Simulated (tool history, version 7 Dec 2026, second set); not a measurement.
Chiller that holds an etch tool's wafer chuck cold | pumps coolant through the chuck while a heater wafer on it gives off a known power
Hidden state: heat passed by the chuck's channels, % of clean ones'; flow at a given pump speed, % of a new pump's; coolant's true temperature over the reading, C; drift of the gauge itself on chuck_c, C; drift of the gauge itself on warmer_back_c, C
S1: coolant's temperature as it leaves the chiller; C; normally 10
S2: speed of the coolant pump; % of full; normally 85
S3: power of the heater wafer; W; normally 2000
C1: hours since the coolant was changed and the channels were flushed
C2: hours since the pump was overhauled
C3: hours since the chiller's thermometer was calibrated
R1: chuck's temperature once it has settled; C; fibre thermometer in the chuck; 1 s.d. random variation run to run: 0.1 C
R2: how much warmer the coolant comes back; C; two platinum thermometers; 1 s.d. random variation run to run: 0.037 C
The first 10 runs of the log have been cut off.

run,hour,S1,S2,S3,C1,C2,C3,R1,R2
11,240.8,10,73,2000,5654,279,1363,28.7,8.65
12,265,10,73,2000,5678,303,1387,28.6,8.72
13,281.6,10,73,2000,5695,320,1404,28.7,8.64
14,308.7,10,73,2000,5722,347,1431,28.8,8.65
15,327.4,10,71,2000,5741,365,1450,29.3,8.93
16,344.8,10,71,2000,5758,383,1467,29.2,8.95
17,369.8,10,71,2000,5783,408,1492,29.2,8.92
18,394.7,11,85,1481,5808,433,1517,23.2,5.58
19,416.8,11,85,1481,5830,455,1539,23.2,5.67
20,434.6,8,64,1852,5848,473,1557,27.6,9.09
21,456.7,17,69,2000,5870,495,1579,36.7,9.08
22,480.3,11,85,1080,5894,518,1602,20,4.09
23,497.8,17,83,1132,5911,536,1620,26.6,4.37
24,530.5,16,81,2000,5944,569,1653,33.2,7.88
25,548.5,16,62,2000,5962,587,1671,37.9,10.23
26,573.6,16,62,2000,5987,612,1696,37.8,10.27
27,595.5,10,62,1307,6009,634,1718,24.1,6.62
28,621.5,10,62,1307,6035,660,1744,24.2,6.75
29,643.9,6,69,1678,6057,682,1766,22.8,7.81
30,671.2,6,69,1491,6084,709,1793,20.7,6.88
31,687,17,69,2280,6100,725,1809,39.7,10.61
32,720.4,13,81,1144,6134,759,1843,22.9,4.53

Below are 4 alternative next runs, each starting from the tool's condition after run 32. Predict each:
A,747.6,6,86,1904,6161,786,1870,?,?
B,747.6,12,93,1168,6161,786,1870,?,?
C,747.6,6,81,1807,6161,786,1870,?,?
D,747.6,10,81,2000,6161,786,1870,?,?

run,R1,R2
A,21.6,7.16
B,21,4.09
C,21.6,7.21
D,27.1,7.93
The same runs, with their run-to-run variation unchanged, on a tool lacking any hidden condition would have given:
run,R1,R2
A,20.8,7.05
B,20.5,4.03
C,20.7,7.1
D,26.1,7.81

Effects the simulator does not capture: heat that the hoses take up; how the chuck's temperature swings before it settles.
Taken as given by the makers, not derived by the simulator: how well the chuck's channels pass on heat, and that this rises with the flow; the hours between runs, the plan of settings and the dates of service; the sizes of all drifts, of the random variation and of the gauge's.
